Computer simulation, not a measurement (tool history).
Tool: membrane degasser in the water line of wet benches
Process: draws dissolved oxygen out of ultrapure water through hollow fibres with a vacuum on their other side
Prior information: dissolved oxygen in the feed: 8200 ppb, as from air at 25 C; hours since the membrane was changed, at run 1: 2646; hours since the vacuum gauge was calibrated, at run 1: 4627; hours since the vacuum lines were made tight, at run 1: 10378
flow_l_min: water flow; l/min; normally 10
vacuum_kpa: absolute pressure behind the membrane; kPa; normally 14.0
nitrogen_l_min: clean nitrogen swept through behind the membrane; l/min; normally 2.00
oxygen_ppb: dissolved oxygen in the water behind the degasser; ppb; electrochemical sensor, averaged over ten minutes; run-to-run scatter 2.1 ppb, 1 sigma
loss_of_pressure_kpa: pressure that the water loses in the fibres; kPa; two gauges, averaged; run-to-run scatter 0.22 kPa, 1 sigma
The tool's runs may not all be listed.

run,hour,flow_l_min,vacuum_kpa,nitrogen_l_min,hours since the membrane was changed,hours since the vacuum gauge was calibrated,hours since the vacuum lines were made tight,oxygen_ppb,loss_of_pressure_kpa
1,0.0,10,14.0,2.00,2646,4627,10378,206.0,55.41
2,53.1,10,14.0,2.00,2699,4680,10431,208.0,55.33
3,98.9,10,9.0,2.00,2745,4726,10477,148.4,55.29
4,150.2,10,9.0,2.00,2796,4777,10528,151.0,55.51
5,181.6,10,9.0,2.00,2827,4809,10559,151.6,55.53
6,259.5,10,9.0,2.00,2905,4886,10637,147.2,55.63
7,327.3,10,9.0,2.00,2973,4954,10705,150.8,55.88
8,388.4,10,14.0,1.51,3034,5015,10766,245.9,55.65
9,465.3,10,14.0,2.00,3111,5092,10843,207.2,55.41
10,510.8,10,14.0,2.00,3157,5138,10889,206.9,55.43
11,569.5,10,14.0,2.00,3215,5196,10947,209.1,56.00
12,640.0,14,34.0,4.43,3286,5267,11018,362.8,78.53
13,704.1,14,34.0,4.43,3350,5331,11082,371.2,78.47
14,773.9,14,27.2,4.43,3420,5401,11152,320.7,79.06
15,839.7,10,19.6,3.70,3486,5467,11217,184.9,55.87
16,890.9,15,19.2,2.60,3537,5518,11269,371.5,84.91
17,956.3,15,19.2,2.60,3602,5583,11334,371.5,84.44
18,1004.4,9,31.4,4.39,3650,5631,11382,205.6,51.06
19,1036.9,10,24.3,1.57,3683,5664,11415,385.2,56.66
20,1098.1,10,13.9,1.57,3744,5725,11476,238.6,56.53
21,1153.1,10,13.9,1.57,3799,5780,11531,237.3,56.95

3 options for the next run, each taken on its own from the tool as it stands now. Forecast them:
A,1220.8,14,15.8,2.07,3867,5848,11599,?,?
B,1220.8,11,23.2,1.96,3867,5848,11599,?,?
C,1220.8,13,9.3,2.04,3867,5848,11599,?,?

run,oxygen_ppb,loss_of_pressure_kpa
A,333.6,79.50
B,357.9,62.43
C,213.3,74.07
Had the tool no hidden state, the same runs would have come out as:
run,oxygen_ppb,loss_of_pressure_kpa
A,333.2,77.50
B,357.4,60.86
C,213.0,72.22
